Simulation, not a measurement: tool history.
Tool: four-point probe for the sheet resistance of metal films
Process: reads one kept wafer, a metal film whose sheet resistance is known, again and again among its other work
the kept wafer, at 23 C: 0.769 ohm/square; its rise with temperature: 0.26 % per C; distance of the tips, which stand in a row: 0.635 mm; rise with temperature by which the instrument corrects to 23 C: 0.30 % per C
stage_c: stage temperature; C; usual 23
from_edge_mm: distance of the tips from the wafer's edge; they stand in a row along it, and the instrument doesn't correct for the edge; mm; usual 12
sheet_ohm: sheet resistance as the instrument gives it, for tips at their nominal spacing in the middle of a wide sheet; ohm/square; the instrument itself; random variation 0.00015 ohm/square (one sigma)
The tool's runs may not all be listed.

Run 1, hour 0.0: usual settings. Result: sheet_ohm 0.766745 ohm/square.
Run 2, hour 60.9: usual settings but stage_c 18 C. Result: sheet_ohm 0.768551 ohm/square.
Run 3, hour 90.3: usual settings but from_edge_mm 16 mm. Result: sheet_ohm 0.766399 ohm/square.
Run 4, hour 128.3: usual settings but from_edge_mm 16 mm. Result: sheet_ohm 0.766610 ohm/square.
Run 5, hour 163.2: usual settings. Result: sheet_ohm 0.766931 ohm/square.
Run 6, hour 218.1: usual settings but stage_c 24 C. Result: sheet_ohm 0.766876 ohm/square.
Run 7, hour 271.2: usual settings but stage_c 20 C. Result: sheet_ohm 0.767824 ohm/square.
Run 8, hour 339.7: usual settings but stage_c 20 C. Result: sheet_ohm 0.768042 ohm/square.
Run 9, hour 387.9: usual settings but stage_c 20 C. Result: sheet_ohm 0.767781 ohm/square.
Run 10, hour 431.4: usual settings. Result: sheet_ohm 0.767034 ohm/square.
Run 11, hour 473.3: usual settings but stage_c 24 C. Result: sheet_ohm 0.767237 ohm/square.
Run 12, hour 528.4: usual settings but stage_c 24 C. Result: sheet_ohm 0.767076 ohm/square.
Run 13, hour 567.4: usual settings but stage_c 24 C. Result: sheet_ohm 0.766934 ohm/square.
Run 14, hour 617.7: usual settings but stage_c 24 C. Result: sheet_ohm 0.766744 ohm/square.
Run 15, hour 656.8: usual settings but stage_c 24 C. Result: sheet_ohm 0.767004 ohm/square.
Run 16, hour 690.9: usual settings but stage_c 24 C. Result: sheet_ohm 0.767023 ohm/square.
Run 17, hour 733.6: usual settings but stage_c 24 C. Result: sheet_ohm 0.767364 ohm/square.
Run 18, hour 780.4: usual settings but stage_c 24 C. Result: sheet_ohm 0.767043 ohm/square.
Run 19, hour 826.2: usual settings but stage_c 24 C. Result: sheet_ohm 0.767205 ohm/square.
Run 20, hour 892.8: usual settings but stage_c 34 C. Result: sheet_ohm 0.764264 ohm/square.
Run 21, hour 929.8: usual settings but stage_c 34 C. Result: sheet_ohm 0.764162 ohm/square.
Run 22, hour 986.9: usual settings but from_edge_mm 63 mm. Result: sheet_ohm 0.766227 ohm/square.
Run 23, hour 1030.3: usual settings but stage_c 27 C, from_edge_mm 23 mm. Result: sheet_ohm 0.765594 ohm/square.
Run 24, hour 1069.8: usual settings but from_edge_mm 6 mm. Result: sheet_ohm 0.771467 ohm/square.
Run 25, hour 1131.4: usual settings but from_edge_mm 6 mm. Result: sheet_ohm 0.771014 ohm/square.
Run 26, hour 1177.7: usual settings but from_edge_mm 23 mm. Result: sheet_ohm 0.766965 ohm/square.
Run 27, hour 1230.7: usual settings but from_edge_mm 23 mm. Result: sheet_ohm 0.767021 ohm/square.
Run 28, hour 1275.3: usual settings but stage_c 18 C, from_edge_mm 74 mm. Result: sheet_ohm 0.768264 ohm/square.
Run 29, hour 1338.6: usual settings but stage_c 31 C, from_edge_mm 6 mm. Result: sheet_ohm 0.768537 ohm/square.
Run 30, hour 1395.6: usual settings but stage_c 18 C, from_edge_mm 64 mm. Result: sheet_ohm 0.768378 ohm/square.

The next listed run, before its measurement:
Run 31, hour 1454.9: usual settings but stage_c 29 C. Result: sheet_ohm ?.

sheet_ohm: 0.766077 ohm/square
Without the tool's hidden state the same run would have given sheet_ohm 0.768268 ohm/square.
